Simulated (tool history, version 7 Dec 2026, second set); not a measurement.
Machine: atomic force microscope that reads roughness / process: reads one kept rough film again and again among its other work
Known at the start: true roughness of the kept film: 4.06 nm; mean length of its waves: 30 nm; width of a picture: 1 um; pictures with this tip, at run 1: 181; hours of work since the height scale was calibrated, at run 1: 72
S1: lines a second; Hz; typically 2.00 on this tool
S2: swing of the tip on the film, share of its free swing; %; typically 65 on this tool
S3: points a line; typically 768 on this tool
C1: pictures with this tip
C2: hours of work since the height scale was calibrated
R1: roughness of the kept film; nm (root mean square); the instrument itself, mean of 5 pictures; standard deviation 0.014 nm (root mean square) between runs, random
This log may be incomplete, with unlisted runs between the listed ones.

run 1 day=0.000 | S1=2.00 S2=65 S3=768 | C1=181 C2=72 | R1=3.107
run 2 day=0.621 | S1=2.00 S2=65 S3=768 | C1=210 C2=83 | R1=3.042
run 3 day=1.596 | S1=2.00 S2=65 S3=768 | C1=256 C2=102 | R1=3.012
-- day=1.808 new tip fitted
run 4 day=2.683 | S1=2.00 S2=65 S3=768 | C1=42 C2=122 | R1=3.314
run 5 day=3.862 | S1=2.00 S2=65 S3=768 | C1=98 C2=144 | R1=3.235
run 6 day=5.121 | S1=2.00 S2=65 S3=768 | C1=158 C2=168 | R1=3.072
run 7 day=6.029 | S1=2.00 S2=65 S3=768 | C1=201 C2=185 | R1=3.029
run 8 day=7.171 | S1=2.00 S2=65 S3=768 | C1=255 C2=206 | R1=2.955
-- day=7.362 new tip fitted
run 9 day=8.062 | S1=2.00 S2=65 S3=768 | C1=33 C2=222 | R1=3.327
run 10 day=8.700 | S1=2.00 S2=65 S3=410 | C1=63 C2=234 | R1=3.276
run 11 day=9.708 | S1=2.00 S2=89 S3=410 | C1=111 C2=253 | R1=2.825
run 12 day=10.621 | S1=2.00 S2=89 S3=410 | C1=155 C2=270 | R1=2.733
run 13 day=11.379 | S1=2.00 S2=81 S3=410 | C1=191 C2=285 | R1=2.847
run 14 day=12.475 | S1=2.00 S2=65 S3=768 | C1=242 C2=305 | R1=2.976
-- day=12.942 new tip fitted
run 15 day=13.288 | S1=2.00 S2=65 S3=768 | C1=17 C2=320 | R1=3.331
run 16 day=14.412 | S1=2.00 S2=64 S3=768 | C1=70 C2=341 | R1=3.218
run 17 day=15.433 | S1=2.00 S2=66 S3=768 | C1=119 C2=360 | R1=3.139
run 18 day=16.325 | S1=2.00 S2=74 S3=768 | C1=161 C2=377 | R1=2.962
run 19 day=16.850 | S1=2.00 S2=55 S3=768 | C1=186 C2=387 | R1=3.118
run 20 day=17.479 | S1=0.92 S2=56 S3=692 | C1=216 C2=399 | R1=3.115
-- day=18.529 new tip fitted
run 21 day=18.667 | S1=0.59 S2=87 S3=768 | C1=6 C2=421 | R1=3.377
run 22 day=19.579 | S1=0.59 S2=87 S3=768 | C1=49 C2=438 | R1=3.302
run 23 day=20.429 | S1=0.57 S2=58 S3=446 | C1=90 C2=454 | R1=3.335
run 24 day=21.150 | S1=2.00 S2=70 S3=768 | C1=124 C2=467 | R1=3.130
run 25 day=22.158 | S1=2.00 S2=88 S3=960 | C1=172 C2=486 | R1=2.735
run 26 day=23.175 | S1=2.00 S2=81 S3=522 | C1=220 C2=505 | R1=2.794
-- day=24.108 new tip fitted
run 27 day=24.433 | S1=2.00 S2=81 S3=522 | C1=16 C2=529 | R1=3.100
run 28 day=25.225 | S1=2.00 S2=81 S3=522 | C1=53 C2=544 | R1=3.060
run 29 day=26.162 | S1=2.00 S2=81 S3=945 | C1=98 C2=561 | R1=2.973

The next listed run, before its measurement:
run 30 day=26.708 | S1=2.00 S2=81 S3=945 | C1=124 C2=572 | R1=?

R1: 2.927 nm (root mean square)
Without the tool's hidden state the same run would have given R1 3.164 nm (root mean square).
